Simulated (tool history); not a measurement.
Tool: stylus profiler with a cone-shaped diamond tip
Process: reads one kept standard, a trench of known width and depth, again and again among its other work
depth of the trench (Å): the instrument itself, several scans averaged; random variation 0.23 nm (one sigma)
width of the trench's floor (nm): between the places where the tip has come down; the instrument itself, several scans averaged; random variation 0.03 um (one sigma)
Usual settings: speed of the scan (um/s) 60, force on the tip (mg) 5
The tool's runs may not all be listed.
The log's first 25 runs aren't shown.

run	day	speed of the scan (um/s)	force on the tip (mg)	depth of the trench (Å)	width of the trench's floor (nm)
26	28.596	20	5	10160.2	44790
27	29.612	20	5	10162.5	44790
28	30.662	60	13.78	10264.9	44760
29	31.842	41	3.98	10147.9	44710
30	32.712	57	5.46	10165.6	44670
31	33.683	81	11.15	10244.9	44620
32	34.721	146	5.37	10170.4	44310
33	35.396	146	5.37	10169.8	44380
34	36.175	146	5.37	10173.2	44290
# day 37.588: height scale calibrated on a step standard
35	37.796	16	12.61	10192.8	44730
36	38.604	16	12.61	10201.4	44640
37	39.362	16	12.61	10201.2	44720

4 ways to go on from here, each from the tool as it stands after run 37. What would each give?
A	40.304	16	2.83	?	?
B	40.304	200	3.66	?	?
C	40.304	28	2.08	?	?
D	40.304	72	4.82	?	?

run	depth of the trench (Å)	width of the trench's floor (nm)
A	10072.4	44620
B	10088.4	43950
C	10063.4	44590
D	10107.4	44450
Without the tool's hidden state the same runs would have given:
run	depth of the trench (Å)	width of the trench's floor (nm)
A	10069.4	46460
B	10085.5	45790
C	10060.5	46430
D	10104.5	46290
